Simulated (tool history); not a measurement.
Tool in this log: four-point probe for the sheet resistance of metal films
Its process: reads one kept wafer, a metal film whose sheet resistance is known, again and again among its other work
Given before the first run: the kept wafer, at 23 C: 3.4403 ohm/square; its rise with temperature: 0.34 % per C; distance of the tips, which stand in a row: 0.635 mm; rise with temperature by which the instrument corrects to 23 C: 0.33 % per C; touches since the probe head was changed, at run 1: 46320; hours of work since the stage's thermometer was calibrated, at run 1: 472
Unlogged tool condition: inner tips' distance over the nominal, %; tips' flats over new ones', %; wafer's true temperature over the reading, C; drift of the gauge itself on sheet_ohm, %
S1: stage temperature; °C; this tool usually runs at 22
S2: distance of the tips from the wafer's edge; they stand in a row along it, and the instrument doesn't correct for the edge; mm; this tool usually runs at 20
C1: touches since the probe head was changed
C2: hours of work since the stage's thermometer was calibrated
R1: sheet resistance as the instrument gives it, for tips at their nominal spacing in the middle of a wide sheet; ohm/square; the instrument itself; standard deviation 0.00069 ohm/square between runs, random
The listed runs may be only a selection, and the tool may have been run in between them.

run     day  S1  S2     C1   C2        R1
  1       0  22  20  46320  472  3.438517
  2   0.829  22  20  46963  482  3.438296
  3   1.921  22  20  47805  494  3.439293
  4   2.862  25  20  48534  505  3.440573
  5   3.888  24  20  49329  517  3.439573
  6   5.504  19  20  50580  535  3.436171
  7   6.467  22   5  51324  547  3.467492
  8   7.733  22  54  52305  561  3.437687
  9   9.383  22  54  53580  580  3.437092
 10  10.867  22  54  54730  597  3.437511
 11  11.854  22  54  55493  609  3.437202
     12.038  -- stage's thermometer calibrated
 12  13.421  34   7  56690   16  3.456929
 13  14.233  34   7  57318   25  3.458808
 14  15.212  20   7  58075   37  3.451101
 15  16.671  28   5  59206   53  3.469196
 16  17.808  22  12  60086   67  3.442326

Predict each of these 5 candidate next runs independently; none follows another, all start after run 16:
  A  18.879  28  28  60913  79   ?
  B  18.879  33   3  60913  79   ?
  C  18.879  22   5  60913  79   ?
  D  18.879  22  20  60913  79   ?
  E  18.879  22   5  60913  79   ?

run        R1
  A  3.440425
  B  3.521979
  C  3.468055
  D  3.437625
  E  3.467506
With no hidden state in the tool, these same runs would have given:
run        R1
  A  3.443429
  B  3.525099
  C  3.471007
  D  3.440556
  E  3.470458
